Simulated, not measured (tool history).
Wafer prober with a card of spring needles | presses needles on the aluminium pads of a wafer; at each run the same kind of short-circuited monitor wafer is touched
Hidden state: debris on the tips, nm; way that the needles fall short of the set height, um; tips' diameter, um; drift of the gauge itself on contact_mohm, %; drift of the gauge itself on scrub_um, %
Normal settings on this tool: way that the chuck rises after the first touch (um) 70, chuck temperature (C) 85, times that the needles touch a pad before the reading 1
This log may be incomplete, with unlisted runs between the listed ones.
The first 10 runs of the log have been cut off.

| run | day | way that the chuck rises after the first touch (um) | chuck temperature (C) | times that the needles touch a pad before the reading | touches since the tips were cleaned | cleanings since the card got new needles | touches since the first contact's height was set | resistance of one needle with its contact and lead (mohm) | way that a needle slides on the pad (um) |
|---|---|---|---|---|---|---|---|---|---|
|  | 6.900 | tips cleaned on abrasive film |
|  | 7.408 | tips cleaned on abrasive film |
| 11 | 7.408 | 70 | 85 | 2 | 0 | 40 | 86289 | 228 | 11.37 |
|  | 7.967 | tips cleaned on abrasive film |
| 12 | 8.088 | 70 | 85 | 2 | 1346 | 41 | 93910 | 243 | 11.36 |
|  | 8.525 | tips cleaned on abrasive film |
| 13 | 8.621 | 70 | 85 | 1 | 1088 | 42 | 99875 | 258 | 11.25 |
|  | 9.067 | tips cleaned on abrasive film |
| 14 | 9.196 | 70 | 85 | 2 | 1460 | 43 | 106325 | 247 | 11.36 |
|  | 9.579 | tips cleaned on abrasive film |
| 15 | 9.917 | 70 | 85 | 2 | 3817 | 44 | 114423 | 269 | 11.17 |
|  | 10.129 | tips cleaned on abrasive film |
| 16 | 10.375 | 70 | 85 | 2 | 2767 | 45 | 119523 | 260 | 11.23 |
|  | 10.717 | tips cleaned on abrasive film |
|  | 11.238 | tips cleaned on abrasive film |
| 17 | 11.379 | 79 | 108 | 1 | 1595 | 47 | 130769 | 261 | 12.63 |
|  | 11.762 | tips cleaned on abrasive film |
| 18 | 11.817 | 67 | 71 | 2 | 632 | 48 | 135694 | 243 | 10.46 |
|  | 12.275 | tips cleaned on abrasive film |
| 19 | 12.579 | 67 | 71 | 2 | 3440 | 49 | 144223 | 264 | 10.65 |
|  | 12.800 | tips cleaned on abrasive film |
| 20 | 13.054 | 60 | 85 | 3 | 2878 | 50 | 149562 | 261 | 9.37 |
|  | 13.379 | tips cleaned on abrasive film |
|  | 13.917 | tips cleaned on abrasive film |
| 21 | 13.917 | 70 | 93 | 2 | 0 | 52 | 159211 | 230 | 11.00 |
|  | 14.479 | tips cleaned on abrasive film |
| 22 | 14.504 | 70 | 37 | 2 | 265 | 53 | 165763 | 221 | 11.01 |
|  | 14.842 | height of the first contact set anew |
|  | 15.004 | tips cleaned on abrasive film |
| 23 | 15.488 | 56 | 64 | 1 | 5448 | 54 | 7210 | 342 | 9.19 |
|  | 15.579 | tips cleaned on abrasive film |
| 24 | 15.908 | 59 | 31 | 2 | 3755 | 55 | 11943 | 281 | 9.72 |
|  | 16.125 | tips cleaned on abrasive film |
| 25 | 16.525 | 59 | 31 | 1 | 4522 | 56 | 18840 | 324 | 9.74 |
|  | 16.662 | tips cleaned on abrasive film |
| 26 | 17.004 | 53 | 48 | 1 | 3845 | 57 | 24194 | 347 | 8.65 |
|  | 17.192 | tips cleaned on abrasive film |
|  | 17.779 | tips cleaned on abrasive film |
| 27 | 18.004 | 62 | 96 | 2 | 2543 | 59 | 35377 | 265 | 10.14 |
|  | 18.308 | tips cleaned on abrasive film |
| 28 | 18.758 | 62 | 96 | 2 | 5085 | 60 | 43868 | 293 | 10.16 |
|  | 18.892 | tips cleaned on abrasive film |
|  | 19.404 | tips cleaned on abrasive film |
| 29 | 19.433 | 64 | 29 | 1 | 337 | 62 | 51403 | 237 | 10.40 |
|  | 19.929 | tips cleaned on abrasive film |
| 30 | 20.392 | 64 | 29 | 1 | 5231 | 63 | 62165 | 312 | 10.32 |
|  | 20.467 | tips cleaned on abrasive film |
|  | 20.979 | tips cleaned on abrasive film |
| 31 | 21.138 | 57 | 72 | 3 | 1776 | 65 | 70488 | 251 | 9.21 |

Predict each of these 5 candidate next runs independently; none follows another, all start after run 31:
|  | 21.554 | tips cleaned on abrasive film |
| A | 21.833 | 57 | 72 | 1 | 3148 | 66 | 78279 | ? | ? |
|  | 21.554 | tips cleaned on abrasive film |
| B | 21.833 | 57 | 100 | 2 | 3148 | 66 | 78279 | ? | ? |
|  | 21.554 | tips cleaned on abrasive film |
| C | 21.833 | 70 | 30 | 1 | 3148 | 66 | 78279 | ? | ? |
|  | 21.554 | tips cleaned on abrasive film |
| D | 21.833 | 67 | 43 | 3 | 3148 | 66 | 78279 | ? | ? |
|  | 21.554 | tips cleaned on abrasive film |
| E | 21.833 | 57 | 57 | 1 | 3148 | 66 | 78279 | ? | ? |

| run | resistance of one needle with its contact and lead (mohm) | way that a needle slides on the pad (um) |
|---|---|---|
| A | 329 | 9.26 |
| B | 292 | 9.22 |
| C | 290 | 11.25 |
| D | 247 | 10.83 |
| E | 330 | 9.15 |
The same runs, with their run-to-run variation unchanged, on a tool lacking any hidden condition would have given:
| run | resistance of one needle with its contact and lead (mohm) | way that a needle slides on the pad (um) |
|---|---|---|
| A | 223 | 9.49 |
| B | 229 | 9.45 |
| C | 210 | 11.48 |
| D | 215 | 11.06 |
| E | 221 | 9.38 |
